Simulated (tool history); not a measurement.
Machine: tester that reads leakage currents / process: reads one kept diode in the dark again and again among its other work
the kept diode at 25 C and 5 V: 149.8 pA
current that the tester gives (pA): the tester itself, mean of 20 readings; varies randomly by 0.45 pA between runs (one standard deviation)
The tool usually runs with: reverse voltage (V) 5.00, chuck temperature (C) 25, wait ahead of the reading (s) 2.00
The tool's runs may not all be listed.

run,hour,reverse voltage (V),chuck temperature (C),wait ahead of the reading (s),current that the tester gives (pA)
1,0.0,5.00,25,2.00,150.38
2,138.5,5.00,25,2.00,150.84
3,246.2,5.00,25,2.00,150.35
4,408.0,5.00,25,2.00,149.41
5,591.4,5.00,25,2.00,150.46
6,811.6,5.00,25,2.00,149.95
7,947.7,5.00,25,8.82,150.35
8,1058.5,5.00,25,8.53,149.78
9,1176.7,5.00,37,8.53,400.17
10,1281.0,5.00,25,2.00,150.50
11,1503.0,5.00,31,2.00,247.18
12,1729.5,5.00,31,2.00,248.33
13,1938.5,1.35,46,2.00,372.49
14,2095.5,5.00,56,4.52,1638.73
15,2238.5,8.89,24,2.00,193.74
# hour 2305.6: chuck's temperature calibrated
16,2394.9,8.89,24,2.00,193.23
17,2634.9,2.74,42,0.60,416.49
18,2859.0,18.89,25,0.74,328.54
19,2973.8,18.89,25,0.74,327.77
20,3208.2,5.46,32,9.73,281.89
21,3342.7,15.74,23,2.52,247.57
22,3580.5,2.94,33,1.45,213.86
23,3704.9,2.94,33,1.45,214.51

Predict each of these 3 candidate next runs independently; none follows another, all start after run 23:
A,3812.9,5.00,59,4.19,?
B,3812.9,7.37,25,2.00,?
C,3812.9,18.03,26,1.45,?

run,current that the tester gives (pA)
A,2017.55
B,188.45
C,346.96
What these runs would have given with no unlogged condition in the tool:
run,current that the tester gives (pA)
A,2016.26
B,188.18
C,346.38
